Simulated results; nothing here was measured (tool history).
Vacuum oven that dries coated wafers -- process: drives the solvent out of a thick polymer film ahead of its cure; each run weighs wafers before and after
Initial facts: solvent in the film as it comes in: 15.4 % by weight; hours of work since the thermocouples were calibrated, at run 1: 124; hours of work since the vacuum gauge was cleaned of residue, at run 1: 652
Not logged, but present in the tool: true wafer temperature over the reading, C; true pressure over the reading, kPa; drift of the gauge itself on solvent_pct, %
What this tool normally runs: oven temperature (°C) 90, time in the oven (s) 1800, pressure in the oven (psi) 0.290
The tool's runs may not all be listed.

run,hour,oven temperature (°C),time in the oven (s),pressure in the oven (psi),hours of work since the thermocouples were calibrated,hours of work since the vacuum gauge was cleaned of residue,solvent left in the film (%)
1,0.0,90,1800,0.290,124,652,3.78
2,17.0,88,1800,0.290,137,665,4.36
3,26.8,90,1800,0.290,144,672,3.78
4,48.4,90,1800,0.290,160,688,3.81
5,57.9,90,1800,0.290,168,696,3.79
6,74.3,90,1800,0.947,180,708,6.01
7,85.7,90,1800,0.947,189,717,6.02
8,100.1,90,1800,0.947,200,728,6.12
9,110.7,90,1800,0.947,208,736,5.99
10,129.9,90,1800,0.947,222,750,6.03
11,147.3,90,1800,0.947,236,764,5.95
12,169.6,76,960,0.277,253,781,9.56
13,186.6,99,1260,0.905,266,794,4.65
14,202.7,80,2400,0.290,278,806,5.28
15,215.0,80,2400,0.290,287,815,5.19
16,237.2,80,1080,0.290,304,832,8.31
17,255.5,85,1800,0.290,318,846,5.02
18,278.1,90,1860,0.290,335,863,3.65
19,289.9,90,1800,0.511,344,872,4.48
20,302.2,90,1800,0.511,353,881,4.43
21,316.5,105,1800,0.557,364,892,1.80
22,328.5,85,1080,0.464,373,901,7.57

How would selected steps in solvent left in the film (%) from run to run divide? Give the signed amount a tool lacking its hidden state would still show from settings, what came in and random variation, and the signed amount left for the hidden state, including any gauge scatter that is not in both of the compared results.
Run 12 -> 13: oven temperature (°C) 76 -> 99, time in the oven (s) 960 -> 1260, pressure in the oven (psi) 0.277 -> 0.905. solvent left in the film (%) -4.91: hidden state -0.02, all else -4.89.
Run 20 -> 21: oven temperature (°C) 90 -> 105, pressure in the oven (psi) 0.511 -> 0.557. solvent left in the film (%) -2.63: hidden state +0.04, all else -2.67.
Run 21 -> 22: oven temperature (°C) 105 -> 85, time in the oven (s) 1800 -> 1080, pressure in the oven (psi) 0.557 -> 0.464. solvent left in the film (%) +5.77: hidden state -0.06, all else +5.83.
